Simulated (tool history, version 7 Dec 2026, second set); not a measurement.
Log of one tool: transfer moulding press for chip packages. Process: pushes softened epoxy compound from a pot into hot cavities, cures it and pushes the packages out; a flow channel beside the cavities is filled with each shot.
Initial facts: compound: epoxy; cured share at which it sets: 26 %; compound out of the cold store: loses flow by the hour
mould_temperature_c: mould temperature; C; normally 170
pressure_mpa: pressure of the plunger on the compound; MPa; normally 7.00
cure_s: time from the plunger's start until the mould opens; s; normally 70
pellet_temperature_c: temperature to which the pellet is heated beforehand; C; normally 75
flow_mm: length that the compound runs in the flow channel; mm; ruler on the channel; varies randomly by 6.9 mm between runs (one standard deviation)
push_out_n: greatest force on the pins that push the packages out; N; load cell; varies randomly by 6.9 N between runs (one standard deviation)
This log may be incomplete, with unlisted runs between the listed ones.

run    hour  mould_temperature_c  pressure_mpa  cure_s  pellet_temperature_c  incoming compound's hours out of the cold store  flow_mm  push_out_n
  1     0.0                  170          7.00      70                    75                                             47.3      646         280
  2    40.1                  170          7.00      70                    83                                             44.2      650         278
       59.6  -- cavities cleaned with cleaning compound and waxed
  3    84.2                  176          7.00      70                    83                                             27.9      704         255
       99.9  -- plunger's sealing rings changed
      121.2  -- cavities cleaned with cleaning compound and waxed
  4   154.9                  176          7.00      70                    83                                             15.6      768         253
      179.4  -- cavities cleaned with cleaning compound and waxed
  5   224.9                  176          7.00      70                    83                                             32.8      688         248
      237.7  -- cavities cleaned with cleaning compound and waxed
      297.7  -- cavities cleaned with cleaning compound and waxed
  6   300.4                  176          7.00      70                    83                                             14.6      768         258
      353.7  -- cavities cleaned with cleaning compound and waxed
  7   358.4                  176          7.00      70                    83                                             17.3      752         259
      386.5  -- plunger's sealing rings changed
      413.4  -- cavities cleaned with cleaning compound and waxed
  8   431.8                  176          6.20      70                    83                                             22.4      688         264
      472.1  -- cavities cleaned with cleaning compound and waxed
  9   497.0                  170          7.00      70                    75                                             30.9      699         288
      526.6  -- cavities cleaned with cleaning compound and waxed
      540.0  -- mould's thermocouples calibrated
 10   549.0                  170          7.00      70                    75                                             22.6      756         277
      584.8  -- cavities cleaned with cleaning compound and waxed
 11   632.4                  170          7.00      70                    75                                             37.4      670         271
      641.9  -- cavities cleaned with cleaning compound and waxed
      675.1  -- plunger's sealing rings changed
      703.6  -- cavities cleaned with cleaning compound and waxed
 12   710.6                  170          7.00      70                    75                                             25.8      743         290
 13   754.1                  170          8.29      70                    75                                             37.5      735         277
      763.4  -- cavities cleaned with cleaning compound and waxed
      818.6  -- cavities cleaned with cleaning compound and waxed
 14   839.9                  170          8.20      70                    75                                              9.6      870         293
      875.5  -- cavities cleaned with cleaning compound and waxed
 15   887.6                  166          7.00      99                    80                                             43.8      670         267
      931.2  -- cavities cleaned with cleaning compound and waxed
 16   944.0                  166          7.00      99                    80                                             38.7      685         257
      965.4  -- plunger's sealing rings changed
      988.2  -- cavities cleaned with cleaning compound and waxed
 17  1017.5                  165          7.00      53                    75                                             18.1      782         669
     1043.0  -- cavities cleaned with cleaning compound and waxed
     1100.2  -- cavities cleaned with cleaning compound and waxed
 18  1101.8                  170          7.00      70                    70                                             23.1      737         279
     1146.7  -- mould's thermocouples calibrated
     1158.6  -- cavities cleaned with cleaning compound and waxed
 19  1173.4                  170          7.00      70                    70                                             40.4      670         286
 20  1209.2                  170          7.00      70                    70                                             17.0      770         294
     1216.1  -- cavities cleaned with cleaning compound and waxed
     1254.9  -- plunger's sealing rings changed
 21  1259.0                  176          7.00      89                    83                                             45.7      625         241
     1278.0  -- cavities cleaned with cleaning compound and waxed
     1334.9  -- cavities cleaned with cleaning compound and waxed
 22  1345.7                  171          5.70      60                    77                                             13.4      720         320
 23  1386.2                  170          8.61      70                    84                                              9.6      902         256
     1393.5  -- cavities cleaned with cleaning compound and waxed
 24  1423.9                  170          7.00      70                    82                                             21.0      762         282
     1449.0  -- cavities cleaned with cleaning compound and waxed
 25  1498.7                  170          7.00      70                    82                                              8.2      821         276

Below are 5 alternative next runs, each starting from the tool's condition after run 25. Predict each:
     1506.6  -- cavities cleaned with cleaning compound and waxed
     1542.1  -- plunger's sealing rings changed
  A  1560.4                  165          7.00      70                    80                                             47.6        ?           ?
     1506.6  -- cavities cleaned with cleaning compound and waxed
     1542.1  -- plunger's sealing rings changed
  B  1560.4                  170          7.00     105                    84                                             30.2        ?           ?
     1506.6  -- cavities cleaned with cleaning compound and waxed
     1542.1  -- plunger's sealing rings changed
  C  1560.4                  170          7.00      77                    74                                             38.3        ?           ?
     1506.6  -- cavities cleaned with cleaning compound and waxed
     1542.1  -- plunger's sealing rings changed
  D  1560.4                  164          7.31      59                    82                                             44.8        ?           ?
     1506.6  -- cavities cleaned with cleaning compound and waxed
     1542.1  -- plunger's sealing rings changed
  E  1560.4                  178          8.17     107                    75                                             37.2        ?           ?

run  flow_mm  push_out_n
  A      656         335
  B      715         249
  C      675         262
  D      679         507
  E      707         246
With the hidden condition removed and each run's random variation left untouched, the same runs would have given:
run  flow_mm  push_out_n
  A      657         330
  B      715         246
  C      675         259
  D      679         499
  E      707         243

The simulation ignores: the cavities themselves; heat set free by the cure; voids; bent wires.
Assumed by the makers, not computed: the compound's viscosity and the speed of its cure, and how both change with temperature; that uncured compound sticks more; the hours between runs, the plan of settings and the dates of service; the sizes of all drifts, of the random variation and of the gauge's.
